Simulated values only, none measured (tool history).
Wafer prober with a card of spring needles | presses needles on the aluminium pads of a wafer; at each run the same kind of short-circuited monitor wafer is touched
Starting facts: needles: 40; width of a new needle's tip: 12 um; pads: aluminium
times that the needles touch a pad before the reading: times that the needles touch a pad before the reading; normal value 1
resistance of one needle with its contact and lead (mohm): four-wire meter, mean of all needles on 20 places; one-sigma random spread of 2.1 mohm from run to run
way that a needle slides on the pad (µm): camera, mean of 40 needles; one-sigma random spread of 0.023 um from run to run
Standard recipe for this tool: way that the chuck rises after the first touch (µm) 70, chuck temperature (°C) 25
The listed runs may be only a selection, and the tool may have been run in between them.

| run | hour | way that the chuck rises after the first touch (µm) | chuck temperature (°C) | times that the needles touch a pad before the reading | resistance of one needle with its contact and lead (mohm) | way that a needle slides on the pad (µm) |
|---|---|---|---|---|---|---|
| 1 | 0 | 70 | 25 | 1 | 229 | 11.97 |
|  | 7.4 | tips cleaned on abrasive film |
|  | 25.8 | tips cleaned on abrasive film |
|  | 44.1 | tips cleaned on abrasive film |
| 2 | 53.3 | 70 | 25 | 1 | 233 | 12 |
|  | 60.7 | tips cleaned on abrasive film |
|  | 79.1 | tips cleaned on abrasive film |
|  | 83 | height of the first contact set anew |
|  | 97.7 | tips cleaned on abrasive film |
|  | 116.1 | tips cleaned on abrasive film |
|  | 134.5 | tips cleaned on abrasive film |
|  | 149.7 | tips cleaned on abrasive film |
| 3 | 149.7 | 70 | 25 | 1 | 228 | 11.99 |
|  | 168 | tips cleaned on abrasive film |
|  | 186.4 | tips cleaned on abrasive film |
|  | 204.7 | tips cleaned on abrasive film |
|  | 216 | height of the first contact set anew |
|  | 223.4 | tips cleaned on abrasive film |
| 4 | 231.5 | 70 | 25 | 1 | 231 | 12.01 |
|  | 238.9 | tips cleaned on abrasive film |
|  | 257.2 | tips cleaned on abrasive film |
|  | 275.6 | tips cleaned on abrasive film |
|  | 290.3 | tips cleaned on abrasive film |
| 5 | 291.8 | 70 | 25 | 1 | 229 | 11.99 |
|  | 306.5 | tips cleaned on abrasive film |
|  | 324.9 | tips cleaned on abrasive film |
|  | 339.6 | tips cleaned on abrasive film |
| 6 | 341.9 | 70 | 25 | 1 | 227 | 11.97 |
|  | 349.5 | height of the first contact set anew |
|  | 356.9 | tips cleaned on abrasive film |
|  | 375.3 | tips cleaned on abrasive film |
|  | 393.6 | tips cleaned on abrasive film |
|  | 408.3 | tips cleaned on abrasive film |
|  | 426.7 | tips cleaned on abrasive film |
| 7 | 437.4 | 70 | 25 | 1 | 227 | 12 |
|  | 444.8 | tips cleaned on abrasive film |
|  | 463.1 | tips cleaned on abrasive film |
|  | 477.8 | tips cleaned on abrasive film |
|  | 481.8 | height of the first contact set anew |
|  | 496.5 | tips cleaned on abrasive film |
|  | 514.9 | tips cleaned on abrasive film |
| 8 | 521.6 | 70 | 25 | 2 | 232 | 12.02 |
|  | 532.6 | tips cleaned on abrasive film |
|  | 547.4 | tips cleaned on abrasive film |
|  | 565.7 | tips cleaned on abrasive film |
| 9 | 580.1 | 70 | 56 | 2 | 234 | 11.99 |
|  | 583.9 | tips cleaned on abrasive film |
|  | 602.2 | tips cleaned on abrasive film |
|  | 617.2 | height of the first contact set anew |
|  | 620.9 | tips cleaned on abrasive film |
| 10 | 623 | 70 | 25 | 1 | 228 | 12.03 |
|  | 637.7 | tips cleaned on abrasive film |
|  | 656.1 | tips cleaned on abrasive film |
|  | 674.4 | tips cleaned on abrasive film |
|  | 689.1 | tips cleaned on abrasive film |
|  | 707.5 | tips cleaned on abrasive film |
| 11 | 718.6 | 76 | 25 | 1 | 229 | 13.02 |
|  | 722.3 | tips cleaned on abrasive film |
|  | 740.6 | tips cleaned on abrasive film |
|  | 751.9 | height of the first contact set anew |
|  | 759.3 | tips cleaned on abrasive film |
| 12 | 765.5 | 70 | 25 | 1 | 230 | 12.03 |
|  | 776.6 | tips cleaned on abrasive film |
|  | 791.3 | tips cleaned on abrasive film |
|  | 809.6 | tips cleaned on abrasive film |
|  | 828 | tips cleaned on abrasive film |
|  | 846.3 | tips cleaned on abrasive film |
| 13 | 849.5 | 70 | 25 | 1 | 228 | 12 |
|  | 864.2 | tips cleaned on abrasive film |
|  | 882.6 | tips cleaned on abrasive film |
|  | 886.5 | height of the first contact set anew |
|  | 901.2 | tips cleaned on abrasive film |
|  | 919.6 | tips cleaned on abrasive film |
| 14 | 929.5 | 70 | 28 | 1 | 231 | 11.95 |
|  | 936.9 | tips cleaned on abrasive film |
|  | 951.6 | tips cleaned on abrasive film |
|  | 969.9 | tips cleaned on abrasive film |
|  | 984.6 | tips cleaned on abrasive film |
|  | 1003 | tips cleaned on abrasive film |
| 15 | 1010.6 | 70 | 69 | 3 | 240 | 12.01 |
|  | 1018 | tips cleaned on abrasive film |
|  | 1022 | height of the first contact set anew |
|  | 1036.7 | tips cleaned on abrasive film |
|  | 1055 | tips cleaned on abrasive film |
|  | 1073.4 | tips cleaned on abrasive film |
| 16 | 1080.3 | 59 | 25 | 1 | 230 | 10.1 |
|  | 1091.3 | tips cleaned on abrasive film |
|  | 1109.7 | tips cleaned on abrasive film |
|  | 1128 | tips cleaned on abrasive film |
|  | 1146.4 | tips cleaned on abrasive film |
|  | 1157.6 | height of the first contact set anew |
|  | 1165 | tips cleaned on abrasive film |
| 17 | 1169.9 | 82 | 25 | 3 | 228 | 14.09 |
|  | 1180.9 | tips cleaned on abrasive film |
|  | 1195.7 | tips cleaned on abrasive film |
|  | 1214 | tips cleaned on abrasive film |
|  | 1232.4 | tips cleaned on abrasive film |
| 18 | 1235.9 | 82 | 25 | 3 | 227 | 14.05 |
|  | 1250.6 | tips cleaned on abrasive film |
|  | 1268.9 | tips cleaned on abrasive film |
|  | 1287.3 | tips cleaned on abrasive film |
|  | 1291.3 | height of the first contact set anew |
|  | 1306 | tips cleaned on abrasive film |
|  | 1324.3 | tips cleaned on abrasive film |
| 19 | 1332 | 82 | 25 | 3 | 231 | 14.04 |
|  | 1339.4 | tips cleaned on abrasive film |
|  | 1354.1 | tips cleaned on abrasive film |
|  | 1372.5 | tips cleaned on abrasive film |
|  | 1389.9 | tips cleaned on abrasive film |
| 20 | 1389.9 | 78 | 41 | 3 | 232 | 13.35 |
|  | 1408.3 | tips cleaned on abrasive film |
|  | 1426.7 | tips cleaned on abrasive film |
|  | 1427 | height of the first contact set anew |
|  | 1445.3 | tips cleaned on abrasive film |
| 21 | 1448.1 | 89 | 46 | 1 | 235 | 15.25 |
|  | 1462.8 | tips cleaned on abrasive film |
|  | 1477.5 | tips cleaned on abrasive film |
|  | 1495.9 | tips cleaned on abrasive film |
|  | 1514.3 | tips cleaned on abrasive film |
| 22 | 1528.3 | 60 | 42 | 2 | 234 | 10.28 |
|  | 1532 | tips cleaned on abrasive film |
|  | 1550.4 | tips cleaned on abrasive film |
|  | 1561.7 | height of the first contact set anew |
|  | 1569.1 | tips cleaned on abrasive film |
|  | 1587.4 | tips cleaned on abrasive film |
| 23 | 1593 | 70 | 37 | 2 | 233 | 12 |
|  | 1604.1 | tips cleaned on abrasive film |
|  | 1622.5 | tips cleaned on abrasive film |
|  | 1640.8 | tips cleaned on abrasive film |
| 24 | 1654.7 | 70 | 111 | 3 | 251 | 12.03 |

Here are 5 independent what-if runs from the current tool condition. What would each one return?
|  | 1658.5 | tips cleaned on abrasive film |
|  | 1676.8 | tips cleaned on abrasive film |
|  | 1695 | tips cleaned on abrasive film |
|  | 1695.3 | height of the first contact set anew |
| A | 1695.3 | 53 | 103 | 1 | ? | ? |
|  | 1658.5 | tips cleaned on abrasive film |
|  | 1676.8 | tips cleaned on abrasive film |
|  | 1695 | tips cleaned on abrasive film |
|  | 1695.3 | height of the first contact set anew |
| B | 1695.3 | 84 | 25 | 3 | ? | ? |
|  | 1658.5 | tips cleaned on abrasive film |
|  | 1676.8 | tips cleaned on abrasive film |
|  | 1695 | tips cleaned on abrasive film |
|  | 1695.3 | height of the first contact set anew |
| C | 1695.3 | 55 | 81 | 3 | ? | ? |
|  | 1658.5 | tips cleaned on abrasive film |
|  | 1676.8 | tips cleaned on abrasive film |
|  | 1695 | tips cleaned on abrasive film |
|  | 1695.3 | height of the first contact set anew |
| D | 1695.3 | 70 | 58 | 2 | ? | ? |
|  | 1658.5 | tips cleaned on abrasive film |
|  | 1676.8 | tips cleaned on abrasive film |
|  | 1695 | tips cleaned on abrasive film |
|  | 1695.3 | height of the first contact set anew |
| E | 1695.3 | 62 | 118 | 2 | ? | ? |

| run | resistance of one needle with its contact and lead (mohm) | way that a needle slides on the pad (µm) |
|---|---|---|
| A | 251 | 9.05 |
| B | 230 | 14.41 |
| C | 242 | 9.41 |
| D | 235 | 12.02 |
| E | 257 | 10.67 |
Without the tool's unlogged condition, the same runs would have read:
| run | resistance of one needle with its contact and lead (mohm) | way that a needle slides on the pad (µm) |
|---|---|---|
| A | 251 | 9.05 |
| B | 230 | 14.41 |
| C | 242 | 9.41 |
| D | 235 | 12.02 |
| E | 257 | 10.67 |

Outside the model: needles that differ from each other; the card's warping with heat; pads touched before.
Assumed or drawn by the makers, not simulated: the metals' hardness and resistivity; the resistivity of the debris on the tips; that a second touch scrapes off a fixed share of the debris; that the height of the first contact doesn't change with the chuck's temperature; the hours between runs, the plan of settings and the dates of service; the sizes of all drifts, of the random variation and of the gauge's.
